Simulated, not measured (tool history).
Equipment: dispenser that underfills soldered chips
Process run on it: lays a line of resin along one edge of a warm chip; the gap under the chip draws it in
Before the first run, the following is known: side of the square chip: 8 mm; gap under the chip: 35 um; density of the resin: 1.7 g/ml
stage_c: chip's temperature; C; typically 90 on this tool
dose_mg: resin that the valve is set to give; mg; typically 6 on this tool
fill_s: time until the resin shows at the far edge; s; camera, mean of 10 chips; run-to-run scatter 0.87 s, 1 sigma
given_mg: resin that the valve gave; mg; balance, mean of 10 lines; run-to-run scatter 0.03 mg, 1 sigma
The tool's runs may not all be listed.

Run 1, hour 0: usual settings. Result: fill_s 98.6 s, given_mg 5.69 mg.
At hour 7.2: new syringe of resin.
Run 2, hour 7.3: usual settings but stage_c 87 C. Result: fill_s 94.9 s, given_mg 5.68 mg.
Run 3, hour 14.1: usual settings but stage_c 87 C. Result: fill_s 115.7 s, given_mg 5.73 mg.
At hour 19.3: new syringe of resin.
Run 4, hour 19.3: usual settings but stage_c 87 C. Result: fill_s 92.8 s, given_mg 5.66 mg.
At hour 28.9: dispensing valve cleaned and set on the balance.
Run 5, hour 29: usual settings but stage_c 87 C. Result: fill_s 121.1 s, given_mg 6 mg.
At hour 32.3: new syringe of resin.
Run 6, hour 33.8: usual settings but stage_c 87 C. Result: fill_s 97.1 s, given_mg 5.99 mg.
Run 7, hour 42.7: usual settings but stage_c 87 C. Result: fill_s 126.6 s, given_mg 5.97 mg.
At hour 44.2: new syringe of resin.
Run 8, hour 51.1: usual settings. Result: fill_s 102.4 s, given_mg 6.01 mg.
At hour 56.1: new syringe of resin.
Run 9, hour 60: usual settings. Result: fill_s 89.9 s, given_mg 5.94 mg.
Run 10, hour 66.7: usual settings. Result: fill_s 109.8 s, given_mg 5.93 mg.
At hour 67.9: new syringe of resin.
Run 11, hour 71.3: usual settings but dose_mg 7.72 mg. Result: fill_s 87.6 s, given_mg 7.62 mg.
Run 12, hour 77.3: usual settings but dose_mg 7.72 mg. Result: fill_s 105.2 s, given_mg 7.65 mg.
At hour 79.9: new syringe of resin.
Run 13, hour 82: usual settings but dose_mg 5.19 mg. Result: fill_s 88.6 s, given_mg 5.1 mg.
Run 14, hour 90.5: usual settings but dose_mg 7.54 mg. Result: fill_s 110.2 s, given_mg 7.43 mg.
At hour 92.2: new syringe of resin.
Run 15, hour 96.5: usual settings but dose_mg 7.54 mg. Result: fill_s 93.8 s, given_mg 7.38 mg.
At hour 104.4: new syringe of resin.
Run 16, hour 105.6: usual settings. Result: fill_s 81.7 s, given_mg 5.96 mg.
Run 17, hour 110.8: usual settings but dose_mg 7.56 mg. Result: fill_s 95 s, given_mg 7.48 mg.
At hour 116.1: new syringe of resin.
Run 18, hour 120.6: usual settings but dose_mg 6.4 mg. Result: fill_s 92 s, given_mg 6.27 mg.
At hour 128: new syringe of resin.
Run 19, hour 128.1: usual settings but stage_c 96 C, dose_mg 5.45 mg. Result: fill_s 65.1 s, given_mg 5.35 mg.
Run 20, hour 132: usual settings but stage_c 85 C, dose_mg 5.45 mg. Result: fill_s 114.3 s, given_mg 5.28 mg.
Run 21, hour 137.7: usual settings but stage_c 85 C, dose_mg 5.45 mg. Result: fill_s 131.4 s, given_mg 5.33 mg.
At hour 139.5: new syringe of resin.
Run 22, hour 144: usual settings but stage_c 85 C, dose_mg 5.45 mg. Result: fill_s 116.6 s, given_mg 5.31 mg.
At hour 151.8: new syringe of resin.
Run 23, hour 154: usual settings but stage_c 87 C, dose_mg 7.17 mg. Result: fill_s 95 s, given_mg 6.98 mg.
Run 24, hour 161.4: usual settings but stage_c 87 C, dose_mg 7.17 mg. Result: fill_s 119.7 s, given_mg 7.01 mg.
At hour 163.5: new syringe of resin.
Run 25, hour 171.3: usual settings but stage_c 87 C, dose_mg 6.48 mg. Result: fill_s 115.5 s, given_mg 6.15 mg.
At hour 175.2: new syringe of resin.
Run 26, hour 179.4: usual settings but stage_c 83 C, dose_mg 7.39 mg. Result: fill_s 121.1 s, given_mg 7.1 mg.
At hour 186.9: new syringe of resin.
Run 27, hour 186.9: usual settings but stage_c 83 C, dose_mg 7.39 mg. Result: fill_s 101.9 s, given_mg 7.11 mg.
Run 28, hour 192.9: usual settings but stage_c 99 C, dose_mg 7.57 mg. Result: fill_s 66.8 s, given_mg 7.29 mg.
At hour 199.2: new syringe of resin.
Run 29, hour 201: usual settings but stage_c 103 C, dose_mg 6.32 mg. Result: fill_s 50.6 s, given_mg 6.05 mg.
Run 30, hour 209.5: usual settings but stage_c 103 C, dose_mg 6.32 mg. Result: fill_s 65 s, given_mg 6.07 mg.
At hour 211: new syringe of resin.
Run 31, hour 215.4: usual settings but stage_c 103 C, dose_mg 6.32 mg. Result: fill_s 55.3 s, given_mg 6.02 mg.
At hour 223: new syringe of resin.
Run 32, hour 223.1: usual settings but stage_c 103 C, dose_mg 5.61 mg. Result: fill_s 48.7 s, given_mg 5.39 mg.
Run 33, hour 228.1: usual settings but stage_c 84 C, dose_mg 5.52 mg. Result: fill_s 121.5 s, given_mg 5.28 mg.
At hour 234.7: new syringe of resin.
Run 34, hour 237.2: usual settings but stage_c 84 C, dose_mg 5.52 mg. Result: fill_s 108.4 s, given_mg 5.29 mg.
Run 35, hour 243.4: usual settings but stage_c 86 C, dose_mg 5.25 mg. Result: fill_s 124.8 s, given_mg 5.04 mg.

Some steps in fill_s, run to run, broken into two amounts with sign: the step expected even without the hidden condition (settings, incoming material, random variation), and the rest, left for the hidden condition together with whatever gauge scatter is not in both the measured and the hidden-condition-free result:
Hidden conditions of the tool in this case: resin's viscosity, % of fresh resin's; dose that the valve gives, % of what is set; true chip temperature over the reading, C; drift of the gauge itself on fill_s, %; drift of the gauge itself on given_mg, %.
Run 4 -> 5: dispensing valve cleaned and set on the balance. fill_s +28.3 s: hidden state +27.7, all else +0.6.
Run 6 -> 7: nothing adjusted, nothing logged. fill_s +29.5 s: hidden state +30.2, all else -0.7.
Run 13 -> 14: dose_mg 5.19 -> 7.54. fill_s +21.6 s: hidden state +24.7, all else -3.1.
Run 19 -> 20: stage_c 96 -> 85. fill_s +49.2 s: hidden state +12.8, all else +36.4.
Run 27 -> 28: stage_c 83 -> 99, dose_mg 7.39 -> 7.57. fill_s -35.1 s: hidden state +12.8, all else -47.9.
Run 32 -> 33: stage_c 103 -> 84, dose_mg 5.61 -> 5.52. fill_s +72.8 s: hidden state +15.4, all else +57.4.

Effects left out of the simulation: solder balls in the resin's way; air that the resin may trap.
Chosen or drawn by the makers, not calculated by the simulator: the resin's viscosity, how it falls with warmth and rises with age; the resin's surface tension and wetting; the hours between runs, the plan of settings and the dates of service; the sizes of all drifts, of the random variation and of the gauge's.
